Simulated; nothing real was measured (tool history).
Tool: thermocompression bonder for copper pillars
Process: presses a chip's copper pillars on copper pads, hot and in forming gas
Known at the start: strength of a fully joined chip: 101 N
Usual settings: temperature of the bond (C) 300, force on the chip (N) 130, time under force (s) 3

run,hour,temperature of the bond (C),force on the chip (N),time under force (s),force that shears a chip off (N)
1,0.0,300,130,3,43.5
2,16.9,300,130,3,43.9
3,34.0,300,130,3,43.3
4,44.0,308,130,3,48.1
5,53.4,308,130,3,47.4
6,71.4,308,130,3,47.1
7,80.5,308,130,3,48.0
8,94.2,308,130,3,47.3
9,110.9,300,81,3,30.5
10,128.3,300,81,3,30.1
11,136.6,300,81,3,30.7
12,150.2,300,81,3,30.5
13,165.8,300,81,3,30.1
14,179.4,330,81,3,42.3
15,193.3,280,108,2,25.2
16,204.1,316,180,4,67.0
17,224.3,281,130,3,34.7
18,237.4,286,158,3,42.5
19,252.7,321,109,3,47.8
# hour 258.8: forming gas filter changed
20,268.3,271,115,3,28.9
21,280.3,271,115,3,29.3
22,295.8,300,192,4,64.4
23,307.7,300,99,3,37.0
24,326.8,300,161,2,46.5
25,338.7,300,82,3,31.7
26,347.8,300,159,2,45.3

Forecast each of these 3 alternatives for the next run:
A,358.2,296,153,2,?
B,358.2,275,101,2,?
C,358.2,300,159,5,?

run,force that shears a chip off (N)
A,42.7
B,23.1
C,62.3
Without the tool's hidden state the same runs would have given:
run,force that shears a chip off (N)
A,36.5
B,19.0
C,55.1
